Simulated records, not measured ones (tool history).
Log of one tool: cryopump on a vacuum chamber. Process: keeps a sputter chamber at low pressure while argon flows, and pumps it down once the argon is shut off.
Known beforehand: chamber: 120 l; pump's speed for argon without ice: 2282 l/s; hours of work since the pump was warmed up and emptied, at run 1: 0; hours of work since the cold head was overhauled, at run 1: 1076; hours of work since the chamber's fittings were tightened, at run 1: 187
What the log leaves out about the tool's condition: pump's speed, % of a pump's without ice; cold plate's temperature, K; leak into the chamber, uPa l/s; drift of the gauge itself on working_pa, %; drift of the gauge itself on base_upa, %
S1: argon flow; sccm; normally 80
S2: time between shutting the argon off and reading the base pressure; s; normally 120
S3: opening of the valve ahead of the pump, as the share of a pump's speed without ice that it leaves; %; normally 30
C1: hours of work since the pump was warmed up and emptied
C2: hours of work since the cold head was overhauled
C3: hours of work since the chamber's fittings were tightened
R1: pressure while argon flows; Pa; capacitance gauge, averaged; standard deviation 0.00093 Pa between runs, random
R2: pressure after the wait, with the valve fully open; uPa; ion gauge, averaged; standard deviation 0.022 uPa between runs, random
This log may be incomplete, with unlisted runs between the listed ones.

Run 1, hour 0: usual settings; C1 0; C2 1076; C3 187. Result: R1 0.1967 Pa, R2 0.94 uPa.
Run 2, hour 61.2: usual settings; C1 27; C2 1103; C3 214. Result: R1 0.1994 Pa, R2 1.03 uPa.
Run 3, hour 129.1: usual settings; C1 57; C2 1133; C3 244. Result: R1 0.199 Pa, R2 1.04 uPa.
Run 4, hour 173.5: usual settings; C1 77; C2 1153; C3 264. Result: R1 0.1986 Pa, R2 1.04 uPa.
Run 5, hour 239.9: usual settings; C1 106; C2 1182; C3 293. Result: R1 0.2008 Pa, R2 1.14 uPa.
Run 6, hour 324.8: usual settings but S1 41 sccm; C1 144; C2 1219; C3 331. Result: R1 0.1038 Pa, R2 1.23 uPa.
Run 7, hour 394.5: usual settings but S1 41 sccm; C1 174; C2 1250; C3 362. Result: R1 0.1047 Pa, R2 1.25 uPa.
Run 8, hour 450.7: usual settings but S1 41 sccm; C1 199; C2 1275; C3 387. Result: R1 0.1049 Pa, R2 1.29 uPa.
Run 9, hour 506.6: usual settings but S1 41 sccm; C1 224; C2 1300; C3 411. Result: R1 0.105 Pa, R2 1.32 uPa.
Run 10, hour 545.5: usual settings but S1 85 sccm; C1 241; C2 1317; C3 429. Result: R1 0.2191 Pa, R2 1.41 uPa.
Run 11, hour 606.2: usual settings but S1 85 sccm, S3 50 %; C1 268; C2 1344; C3 455. Result: R1 0.1357 Pa, R2 1.48 uPa.
Run 12, hour 672.6: usual settings; C1 297; C2 1373; C3 485. Result: R1 0.208 Pa, R2 1.51 uPa.
Run 13, hour 753.1: usual settings but S2 193 s; C1 333; C2 1409; C3 520. Result: R1 0.2079 Pa, R2 1.44 uPa.
Run 14, hour 832.6: usual settings; C1 368; C2 1444; C3 555. Result: R1 0.2094 Pa, R2 1.69 uPa.
Run 15, hour 907.4: usual settings; C1 401; C2 1477; C3 588. Result: R1 0.2116 Pa, R2 1.85 uPa.
Run 16, hour 964: usual settings but S1 139 sccm; C1 426; C2 1502; C3 613. Result: R1 0.3675 Pa, R2 1.85 uPa.
Run 17, hour 1047.2: usual settings but S1 139 sccm; C1 463; C2 1539; C3 650. Result: R1 0.3723 Pa, R2 1.93 uPa.
Run 18, hour 1127.7: usual settings but S1 139 sccm; C1 499; C2 1574; C3 686. Result: R1 0.3763 Pa, R2 2.06 uPa.
At hour 1204.9: pump warmed up, emptied and cooled again.
Run 19, hour 1216: usual settings but S1 51 sccm, S3 20 %; C1 5; C2 1611; C3 723. Result: R1 0.1891 Pa, R2 1.77 uPa.
Run 20, hour 1256.3: usual settings but S1 51 sccm, S3 20 %; C1 23; C2 1629; C3 741. Result: R1 0.1907 Pa, R2 1.8 uPa.
Run 21, hour 1321.1: usual settings but S1 51 sccm, S2 34 s, S3 20 %; C1 51; C2 1658; C3 769. Result: R1 0.1904 Pa, R2 3.2 uPa.
Run 22, hour 1388.9: usual settings but S1 51 sccm, S2 34 s, S3 20 %; C1 81; C2 1688; C3 799. Result: R1 0.1911 Pa, R2 3.24 uPa.
Run 23, hour 1470.7: usual settings but S1 51 sccm, S2 34 s, S3 20 %; C1 118; C2 1724; C3 835. Result: R1 0.192 Pa, R2 3.28 uPa.
Run 24, hour 1534.2: usual settings but S3 23 %; C1 146; C2 1752; C3 863. Result: R1 0.263 Pa, R2 2.13 uPa.
Run 25, hour 1607.3: usual settings but S2 240 s, S3 19 %; C1 178; C2 1784; C3 896. Result: R1 0.3191 Pa, R2 1.96 uPa.
Run 26, hour 1674.7: usual settings but S1 102 sccm, S2 21 s, S3 28 %; C1 208; C2 1814; C3 925. Result: R1 0.2791 Pa, R2 4.77 uPa.
Run 27, hour 1750.7: usual settings but S2 114 s, S3 23 %; C1 241; C2 1848; C3 959. Result: R1 0.266 Pa, R2 2.38 uPa.
Run 28, hour 1831.1: usual settings but S2 114 s, S3 23 %; C1 277; C2 1883; C3 995. Result: R1 0.2669 Pa, R2 2.44 uPa.
Run 29, hour 1898.4: usual settings but S1 39 sccm, S2 64 s; C1 307; C2 1913; C3 1024. Result: R1 0.1016 Pa, R2 3 uPa.

Alternative continuations, all from the tool just after run 29; predict every row:
At hour 1921.6: leaking fittings of the chamber tightened, without venting.
Run A, hour 1950.3: usual settings but S1 42 sccm, S2 95 s, S3 35 %; C1 329; C2 1935; C3 13. Result: R1 ?, R2 ?.
At hour 1921.6: leaking fittings of the chamber tightened, without venting.
Run B, hour 1950.3: usual settings but S1 100 sccm, S2 64 s; C1 329; C2 1935; C3 13. Result: R1 ?, R2 ?.
At hour 1921.6: leaking fittings of the chamber tightened, without venting.
Run C, hour 1950.3: usual settings but S1 99 sccm; C1 329; C2 1935; C3 13. Result: R1 ?, R2 ?.
At hour 1921.6: leaking fittings of the chamber tightened, without venting.
Run D, hour 1950.3: usual settings but S2 21 s; C1 329; C2 1935; C3 13. Result: R1 ?, R2 ?.
At hour 1921.6: leaking fittings of the chamber tightened, without venting.
Run E, hour 1950.3: usual settings but S1 46 sccm, S2 39 s, S3 20 %; C1 329; C2 1935; C3 13. Result: R1 ?, R2 ?.

run      R1    R2
  A  0.0954  0.93
  B   0.261  1.15
  C  0.2592  0.72
  D  0.2102  3.18
  E  0.1771  1.77
With no hidden state in the tool, these same runs would have given:
run      R1    R2
  A  0.0892  0.84
  B  0.2462  1.06
  C  0.2445  0.63
  D  0.1983  3.09
  E  0.1703  1.68
